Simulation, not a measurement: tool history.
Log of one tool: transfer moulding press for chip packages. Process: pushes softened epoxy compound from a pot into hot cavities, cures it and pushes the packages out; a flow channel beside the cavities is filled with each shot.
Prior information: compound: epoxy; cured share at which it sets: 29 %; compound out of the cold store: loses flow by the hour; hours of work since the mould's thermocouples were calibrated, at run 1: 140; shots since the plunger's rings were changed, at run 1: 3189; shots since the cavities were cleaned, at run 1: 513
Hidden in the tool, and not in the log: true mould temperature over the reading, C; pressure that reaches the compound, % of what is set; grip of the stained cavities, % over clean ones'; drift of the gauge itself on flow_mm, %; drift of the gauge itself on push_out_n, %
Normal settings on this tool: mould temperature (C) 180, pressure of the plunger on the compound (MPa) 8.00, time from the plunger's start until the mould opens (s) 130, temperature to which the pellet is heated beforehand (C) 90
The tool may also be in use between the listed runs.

run,hour,mould temperature (C),pressure of the plunger on the compound (MPa),time from the plunger's start until the mould opens (s),temperature to which the pellet is heated beforehand (C),hours of work since the mould's thermocouples were calibrated,shots since the plunger's rings were changed,shots since the cavities were cleaned,incoming compound's hours out of the cold store,length that the compound runs in the flow channel (mm),greatest force on the pins that push the packages out (N)
1,0.0,180,8.00,130,90,140,3189,513,46.4,658,537
# hour 2.5: cavities cleaned with cleaning compound and waxed
2,11.5,177,8.00,130,90,148,3303,102,26.6,718,735
3,19.8,177,8.00,130,90,154,3397,196,8.4,763,785
4,28.1,180,8.00,130,90,160,3491,290,40.5,665,712
5,40.1,180,8.67,130,90,170,3628,427,13.1,762,731
# hour 49.9: cavities cleaned with cleaning compound and waxed
6,49.9,180,8.67,111,90,176,3722,0,47.3,678,367
# hour 53.5: cavities cleaned with cleaning compound and waxed, once more
7,63.0,180,8.67,111,90,185,3853,108,8.8,784,446
8,72.0,180,8.67,111,90,192,3956,211,44.9,676,512
9,80.0,180,8.67,111,90,198,4046,301,41.1,690,519
10,87.6,180,8.00,130,90,203,4132,387,30.1,683,511
11,92.8,180,8.00,130,90,207,4191,446,27.7,690,564
# hour 100.7: cavities cleaned with cleaning compound and waxed
12,106.3,180,8.00,130,93,217,4328,65,36.4,669,376
13,116.5,180,8.00,130,93,224,4443,180,9.2,735,438
14,124.7,180,8.00,130,93,230,4536,273,27.8,686,462
15,136.1,180,8.00,130,93,239,4666,403,16.7,717,504
16,141.4,180,8.00,130,92,243,4725,462,10.3,731,550
# hour 147.8: cavities cleaned with cleaning compound and waxed
17,147.8,180,8.00,130,92,247,4781,0,19.2,707,358
18,155.6,180,7.15,130,85,253,4869,88,12.6,686,394
19,161.8,180,8.99,130,85,258,4940,159,40.1,697,436
20,172.0,173,8.28,132,90,265,5056,275,14.6,764,613
21,178.2,173,8.28,132,90,270,5126,345,44.9,677,631
22,188.4,173,8.28,132,90,278,5241,460,32.6,709,644
# hour 195.4: cavities cleaned with cleaning compound and waxed
23,200.9,173,8.28,132,90,286,5367,63,15.2,754,494
24,208.5,181,6.26,120,94,292,5452,148,27.1,602,432
25,220.5,184,8.00,130,90,301,5589,285,41.3,636,454
26,229.3,184,8.00,130,90,308,5689,385,47.5,624,511
27,239.7,174,6.65,164,90,316,5806,502,41.6,603,551
# hour 242.7: cavities cleaned with cleaning compound and waxed
28,249.7,177,6.65,164,90,322,5903,80,25.3,634,367
29,258.1,177,6.25,164,97,329,5998,175,47.6,567,420

Branching from run 29: 3 alternative next runs. What would each branch give?
A,265.0,180,8.35,130,90,334,6076,253,13.3,?,?
B,265.0,180,6.64,148,90,334,6076,253,21.5,?,?
C,265.0,174,6.25,120,99,334,6076,253,47.3,?,?

run,length that the compound runs in the flow channel (mm),greatest force on the pins that push the packages out (N)
A,721,462
B,628,458
C,574,581
What these runs would have given with no unlogged condition in the tool:
run,length that the compound runs in the flow channel (mm),greatest force on the pins that push the packages out (N)
A,775,325
B,675,325
C,617,417
